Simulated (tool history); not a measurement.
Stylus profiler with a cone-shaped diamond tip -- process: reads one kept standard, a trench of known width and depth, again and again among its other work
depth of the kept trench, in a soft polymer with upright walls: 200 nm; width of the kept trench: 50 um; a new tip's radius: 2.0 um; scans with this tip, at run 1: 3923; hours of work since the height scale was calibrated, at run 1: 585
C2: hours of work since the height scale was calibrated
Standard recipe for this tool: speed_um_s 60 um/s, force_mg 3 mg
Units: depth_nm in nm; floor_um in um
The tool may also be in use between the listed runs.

run 1 hour=0 | speed_um_s=60 force_mg=3 | scans_with_this_tip=3923 C2=585 | depth_nm=202.66 floor_um=47.86
run 2 hour=19.9 | speed_um_s=60 force_mg=3 | scans_with_this_tip=4008 C2=598 | depth_nm=202.61 floor_um=47.81
run 3 hour=33.8 | speed_um_s=60 force_mg=3 | scans_with_this_tip=4068 C2=607 | depth_nm=202.66 floor_um=47.77
run 4 hour=48.7 | speed_um_s=60 force_mg=3 | scans_with_this_tip=4131 C2=616 | depth_nm=202.62 floor_um=47.83
run 5 hour=68 | speed_um_s=60 force_mg=3 | scans_with_this_tip=4214 C2=629 | depth_nm=202.67 floor_um=47.8
run 6 hour=84.8 | speed_um_s=65 force_mg=3 | scans_with_this_tip=4285 C2=639 | depth_nm=202.67 floor_um=47.76
run 7 hour=95.4 | speed_um_s=220 force_mg=3 | scans_with_this_tip=4331 C2=646 | depth_nm=202.7 floor_um=47.1
run 8 hour=107.4 | speed_um_s=220 force_mg=3 | scans_with_this_tip=4382 C2=654 | depth_nm=202.58 floor_um=47.16
run 9 hour=117.7 | speed_um_s=220 force_mg=3 | scans_with_this_tip=4426 C2=660 | depth_nm=202.69 floor_um=47.09
run 10 hour=132.4 | speed_um_s=97 force_mg=2.87 | scans_with_this_tip=4489 C2=670 | depth_nm=202.65 floor_um=47.62
run 11 hour=148.2 | speed_um_s=97 force_mg=2.87 | scans_with_this_tip=4556 C2=680 | depth_nm=202.72 floor_um=47.66
run 12 hour=168.3 | speed_um_s=100 force_mg=2.48 | scans_with_this_tip=4643 C2=693 | depth_nm=202.46 floor_um=47.53
run 13 hour=189.2 | speed_um_s=49 force_mg=6.22 | scans_with_this_tip=4732 C2=706 | depth_nm=204.04 floor_um=47.93
run 14 hour=205.8 | speed_um_s=17 force_mg=1.79 | scans_with_this_tip=4803 C2=717 | depth_nm=202.07 floor_um=47.97

Each row is a separate what-if for the run after 14, all from the same tool condition, not one after another. Results?
run A hour=219.2 | speed_um_s=20 force_mg=4.99 | scans_with_this_tip=4860 C2=725 | depth_nm=? floor_um=?
run B hour=219.2 | speed_um_s=17 force_mg=7.82 | scans_with_this_tip=4860 C2=725 | depth_nm=? floor_um=?
run C hour=219.2 | speed_um_s=42 force_mg=4.27 | scans_with_this_tip=4860 C2=725 | depth_nm=? floor_um=?
run D hour=219.2 | speed_um_s=19 force_mg=2.34 | scans_with_this_tip=4860 C2=725 | depth_nm=? floor_um=?
run E hour=219.2 | speed_um_s=217 force_mg=1.79 | scans_with_this_tip=4860 C2=725 | depth_nm=? floor_um=?

run=A depth_nm=203.53 floor_um=47.93
run=B depth_nm=204.66 floor_um=48.02
run=C depth_nm=203.41 floor_um=47.85
run=D depth_nm=202.38 floor_um=47.91
run=E depth_nm=202.12 floor_um=46.86
Had the tool no hidden state, the same runs would have come out as:
run=A depth_nm=202.91 floor_um=48.14
run=B depth_nm=204.03 floor_um=48.23
run=C depth_nm=202.78 floor_um=48.06
run=D depth_nm=201.76 floor_um=48.12
run=E depth_nm=201.5 floor_um=47.06
